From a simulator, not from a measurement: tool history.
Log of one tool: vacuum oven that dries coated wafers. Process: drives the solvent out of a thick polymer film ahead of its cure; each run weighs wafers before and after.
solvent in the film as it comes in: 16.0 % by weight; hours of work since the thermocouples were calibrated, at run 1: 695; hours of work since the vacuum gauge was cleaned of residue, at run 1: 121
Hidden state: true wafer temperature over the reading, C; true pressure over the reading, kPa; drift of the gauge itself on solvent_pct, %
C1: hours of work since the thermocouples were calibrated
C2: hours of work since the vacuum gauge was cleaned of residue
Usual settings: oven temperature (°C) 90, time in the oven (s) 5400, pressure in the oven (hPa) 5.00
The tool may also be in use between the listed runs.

Run 1, hour 0.0: usual settings; C1 695; C2 121. Result: solvent left in the film (%) 1.52.
Run 2, hour 37.8: usual settings but oven temperature (°C) 100; C1 713; C2 139. Result: solvent left in the film (%) 0.54.
Run 3, hour 121.4: usual settings but oven temperature (°C) 80; C1 753; C2 179. Result: solvent left in the film (%) 3.38.
Run 4, hour 207.9: usual settings but oven temperature (°C) 80; C1 795; C2 221. Result: solvent left in the film (%) 3.35.
At hour 238.4: oven's thermocouples calibrated.
Run 5, hour 262.9: usual settings but oven temperature (°C) 80; C1 12; C2 246. Result: solvent left in the film (%) 3.76.
Run 6, hour 316.2: usual settings but oven temperature (°C) 86; C1 37; C2 272. Result: solvent left in the film (%) 2.51.
Run 7, hour 397.9: usual settings but time in the oven (s) 3600; C1 77; C2 311. Result: solvent left in the film (%) 3.44.
Run 8, hour 468.6: usual settings but time in the oven (s) 3600; C1 111; C2 345. Result: solvent left in the film (%) 3.36.
Run 9, hour 507.7: usual settings but time in the oven (s) 3600; C1 129; C2 364. Result: solvent left in the film (%) 3.37.
Run 10, hour 557.9: usual settings but time in the oven (s) 3600; C1 153; C2 388. Result: solvent left in the film (%) 3.34.
Run 11, hour 630.4: usual settings but time in the oven (s) 3600, pressure in the oven (hPa) 2.91; C1 188; C2 423. Result: solvent left in the film (%) 3.30.
Run 12, hour 696.0: usual settings but time in the oven (s) 7260, pressure in the oven (hPa) 3.24; C1 220; C2 454. Result: solvent left in the film (%) 0.97.

The next listed run, before its measurement:
Run 13, hour 771.9: usual settings but oven temperature (°C) 102, pressure in the oven (hPa) 3.58; C1 256; C2 491. Result: solvent left in the film (%) ?.

Run 13 gave solvent left in the film (%) 0.45.
Without the tool's hidden state the same run would have given solvent left in the film (%) 0.42.
